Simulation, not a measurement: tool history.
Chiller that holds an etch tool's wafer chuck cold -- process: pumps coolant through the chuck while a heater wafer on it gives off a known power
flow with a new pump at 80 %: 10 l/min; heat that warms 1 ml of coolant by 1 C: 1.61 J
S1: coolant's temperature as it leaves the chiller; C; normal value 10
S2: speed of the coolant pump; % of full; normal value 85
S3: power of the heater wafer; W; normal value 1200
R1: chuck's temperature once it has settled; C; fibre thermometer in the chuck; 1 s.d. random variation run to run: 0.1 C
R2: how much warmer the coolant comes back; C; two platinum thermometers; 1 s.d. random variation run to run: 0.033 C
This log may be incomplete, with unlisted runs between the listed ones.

| run | hour | S1 | S2 | S3 | R1 | R2 |
|---|---|---|---|---|---|---|
| 1 | 0 | 10 | 85 | 1200 | 18.3 | 4.19 |
| 2 | 41.9 | 10 | 85 | 1200 | 18.4 | 4.22 |
| 3 | 111.6 | 10 | 85 | 1200 | 18.1 | 4.24 |
| 4 | 171.6 | 10 | 85 | 1200 | 18.4 | 4.25 |
| 5 | 217.9 | 10 | 85 | 924 | 16.3 | 3.29 |
| 6 | 289.8 | 10 | 85 | 924 | 16.4 | 3.31 |
| 7 | 353 | 10 | 85 | 924 | 16.3 | 3.32 |
| 8 | 415.8 | 10 | 85 | 924 | 16.4 | 3.32 |
| 9 | 488.8 | 10 | 85 | 924 | 16.4 | 3.45 |
| 10 | 525.9 | 10 | 85 | 924 | 16.6 | 3.42 |
| 11 | 565.1 | 10 | 85 | 924 | 16.6 | 3.35 |
| 12 | 600.2 | 10 | 85 | 1200 | 18.4 | 4.34 |
| 13 | 676.1 | 10 | 85 | 712 | 15 | 2.69 |
| 14 | 735.6 | 1 | 75 | 877 | 7.6 | 3.63 |
| 15 | 786.2 | 1 | 75 | 877 | 7.6 | 3.63 |
| 16 | 854 | 1 | 75 | 877 | 7.3 | 3.67 |
| 17 | 919.6 | 1 | 75 | 877 | 7.4 | 3.67 |
| 18 | 1001.1 | 1 | 75 | 877 | 7.4 | 3.66 |
| 19 | 1062.9 | 10 | 75 | 1697 | 22.6 | 6.92 |
| 20 | 1136.2 | 12 | 78 | 1577 | 23.5 | 6.25 |
| 21 | 1197.5 | 10 | 64 | 961 | 17.9 | 4.66 |
|  | 1218.8 | gauge calibrated |
| 22 | 1255 | 10 | 64 | 961 | 18 | 4.42 |
| 23 | 1315.8 | 10 | 88 | 1200 | 18.2 | 4.05 |
| 24 | 1369.9 | 10 | 88 | 1200 | 18.1 | 4.07 |
|  | 1391.8 | coolant changed, channels flushed |
| 25 | 1421.7 | 15 | 100 | 1720 | 25.7 | 5.2 |
| 26 | 1461 | 2 | 77 | 1628 | 14 | 6.34 |

Below, each run's measurement less what the same run would have read without the hidden state. Both values contain the same run-to-run variation, but the gauge's scatter may not be the same in both:
Hidden state present: heat passed by the chuck's channels, % of clean ones'; flow at a given pump speed, % of a new pump's; coolant's true temperature over the reading, C; drift of the gauge itself on chuck_c, C; drift of the gauge itself on warmer_back_c, C.
| run | R2 |
|---|---|
| 1 | +0 |
| 2 | +0.01 |
| 3 | +0.02 |
| 4 | +0.04 |
| 5 | +0.04 |
| 6 | +0.06 |
| 7 | +0.08 |
| 8 | +0.09 |
| 9 | +0.1 |
| 10 | +0.11 |
| 11 | +0.12 |
| 12 | +0.13 |
| 13 | +0.14 |
| 14 | +0.15 |
| 15 | +0.16 |
| 16 | +0.18 |
| 17 | +0.19 |
| 18 | +0.21 |
| 19 | +0.23 |
| 20 | +0.24 |
| 21 | +0.25 |
| 22 | +0.01 |
| 23 | +0.02 |
| 24 | +0.03 |
| 25 | +0.04 |
| 26 | +0.05 |
R1: differs from the measured result by no more than 0.1 C in any run.
